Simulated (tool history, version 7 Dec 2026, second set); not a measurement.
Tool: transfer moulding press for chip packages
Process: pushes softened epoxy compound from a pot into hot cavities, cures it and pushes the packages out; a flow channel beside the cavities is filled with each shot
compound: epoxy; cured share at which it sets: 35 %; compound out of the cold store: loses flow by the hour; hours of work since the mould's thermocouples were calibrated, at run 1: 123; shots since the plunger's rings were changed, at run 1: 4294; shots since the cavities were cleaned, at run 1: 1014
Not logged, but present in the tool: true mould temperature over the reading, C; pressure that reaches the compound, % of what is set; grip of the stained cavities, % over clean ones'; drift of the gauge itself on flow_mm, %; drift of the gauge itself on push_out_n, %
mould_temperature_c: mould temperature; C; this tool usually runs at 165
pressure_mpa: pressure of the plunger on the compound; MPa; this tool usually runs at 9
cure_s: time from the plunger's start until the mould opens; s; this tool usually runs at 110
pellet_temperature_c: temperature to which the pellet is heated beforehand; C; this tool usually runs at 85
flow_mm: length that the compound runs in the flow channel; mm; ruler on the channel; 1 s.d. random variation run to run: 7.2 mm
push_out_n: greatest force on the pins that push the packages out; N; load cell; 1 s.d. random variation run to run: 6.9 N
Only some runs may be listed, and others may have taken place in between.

| run | hour | mould_temperature_c | pressure_mpa | cure_s | pellet_temperature_c | hours of work since the mould's thermocouples were calibrated | shots since the plunger's rings were changed | shots since the cavities were cleaned | incoming compound's hours out of the cold store | flow_mm | push_out_n |
|---|---|---|---|---|---|---|---|---|---|---|---|
| 1 | 0 | 165 | 9 | 110 | 85 | 123 | 4294 | 1014 | 18.2 | 963 | 293 |
|  | 9.2 | plunger's sealing rings changed |
|  | 27.3 | cavities cleaned with cleaning compound and waxed |
| 2 | 64.3 | 165 | 9 | 110 | 85 | 153 | 421 | 291 | 26 | 909 | 287 |
| 3 | 148.3 | 166 | 9 | 110 | 85 | 195 | 1081 | 951 | 12.8 | 983 | 277 |
|  | 185.6 | cavities cleaned with cleaning compound and waxed |
| 4 | 205.6 | 166 | 9 | 110 | 85 | 224 | 1519 | 158 | 30.5 | 888 | 285 |
| 5 | 277.9 | 165 | 9 | 110 | 85 | 260 | 2087 | 726 | 21.6 | 939 | 299 |
| 6 | 328 | 165 | 9 | 110 | 85 | 285 | 2480 | 1119 | 36.1 | 853 | 295 |
|  | 341.6 | cavities cleaned with cleaning compound and waxed |
| 7 | 371.9 | 165 | 9 | 110 | 85 | 307 | 2814 | 238 | 28.1 | 904 | 276 |
| 8 | 444.6 | 165 | 9 | 110 | 85 | 343 | 3385 | 809 | 31.5 | 885 | 276 |
|  | 496.2 | cavities cleaned with cleaning compound and waxed |
| 9 | 496.2 | 165 | 9 | 110 | 85 | 369 | 3778 | 0 | 32.3 | 862 | 287 |
|  | 570.5 | plunger's sealing rings changed |
| 10 | 588.5 | 165 | 9 | 110 | 85 | 414 | 142 | 706 | 27.6 | 904 | 310 |
|  | 652.5 | cavities cleaned with cleaning compound and waxed |
| 11 | 673.1 | 165 | 9 | 110 | 85 | 456 | 795 | 162 | 42.5 | 818 | 276 |
| 12 | 750.9 | 165 | 9 | 110 | 85 | 495 | 1406 | 773 | 44.7 | 811 | 275 |
|  | 806.2 | cavities cleaned with cleaning compound and waxed |
| 13 | 824.2 | 165 | 9 | 110 | 85 | 531 | 1970 | 141 | 34.3 | 873 | 275 |
|  | 833.4 | mould's thermocouples calibrated |
| 14 | 902.5 | 165 | 9 | 95 | 85 | 35 | 2570 | 741 | 24.4 | 934 | 344 |
|  | 961.9 | cavities cleaned with cleaning compound and waxed |
| 15 | 989.6 | 163 | 8.67 | 110 | 85 | 78 | 3242 | 217 | 22.9 | 916 | 314 |
| 16 | 1037.6 | 163 | 8.67 | 110 | 85 | 102 | 3619 | 594 | 33.2 | 867 | 314 |
| 17 | 1097.8 | 163 | 8.67 | 110 | 85 | 133 | 4092 | 1067 | 39.9 | 826 | 302 |
|  | 1119.1 | cavities cleaned with cleaning compound and waxed |
|  | 1136.1 | plunger's sealing rings changed |
| 18 | 1165.8 | 164 | 9 | 116 | 85 | 165 | 234 | 348 | 37 | 846 | 284 |
| 19 | 1222.3 | 165 | 10.28 | 110 | 85 | 193 | 678 | 792 | 33.6 | 937 | 297 |
|  | 1277.2 | cavities cleaned with cleaning compound and waxed |
| 20 | 1286.3 | 164 | 10.37 | 149 | 82 | 225 | 1168 | 71 | 43.5 | 882 | 265 |
| 21 | 1365.2 | 166 | 8.66 | 107 | 85 | 265 | 1788 | 691 | 18 | 936 | 298 |
|  | 1431 | cavities cleaned with cleaning compound and waxed |
| 22 | 1451.6 | 166 | 8.66 | 107 | 84 | 308 | 2456 | 162 | 34.9 | 841 | 293 |
| 23 | 1496.3 | 166 | 8.66 | 107 | 84 | 330 | 2807 | 513 | 42.6 | 805 | 296 |
| 24 | 1539.4 | 166 | 8.66 | 107 | 84 | 352 | 3145 | 851 | 45.4 | 788 | 281 |
|  | 1592.1 | cavities cleaned with cleaning compound and waxed |
| 25 | 1594.6 | 165 | 9.71 | 110 | 92 | 379 | 3567 | 19 | 29.5 | 913 | 287 |
| 26 | 1664.5 | 165 | 9.81 | 110 | 91 | 414 | 4116 | 568 | 23.7 | 975 | 285 |
|  | 1699.4 | plunger's sealing rings changed |
|  | 1749.6 | cavities cleaned with cleaning compound and waxed |
| 27 | 1757.3 | 165 | 9.81 | 95 | 82 | 459 | 443 | 61 | 31.3 | 932 | 340 |

Each row is a separate what-if for the run after 27, all from the same tool condition, not one after another. Results?
| A | 1815 | 164 | 8.63 | 100 | 82 | 488 | 896 | 514 | 37.4 | ? | ? |
| B | 1815 | 165 | 8.36 | 95 | 87 | 488 | 896 | 514 | 29.7 | ? | ? |
| C | 1815 | 158 | 10.51 | 95 | 81 | 488 | 896 | 514 | 35 | ? | ? |
| D | 1815 | 165 | 10.23 | 95 | 76 | 488 | 896 | 514 | 22.5 | ? | ? |

| run | flow_mm | push_out_n |
|---|---|---|
| A | 823 | 319 |
| B | 848 | 356 |
| C | 945 | 542 |
| D | 997 | 360 |
Stripped of hidden state, with their random variation kept, the same runs would have yielded:
| run | flow_mm | push_out_n |
|---|---|---|
| A | 823 | 316 |
| B | 848 | 353 |
| C | 946 | 536 |
| D | 997 | 357 |
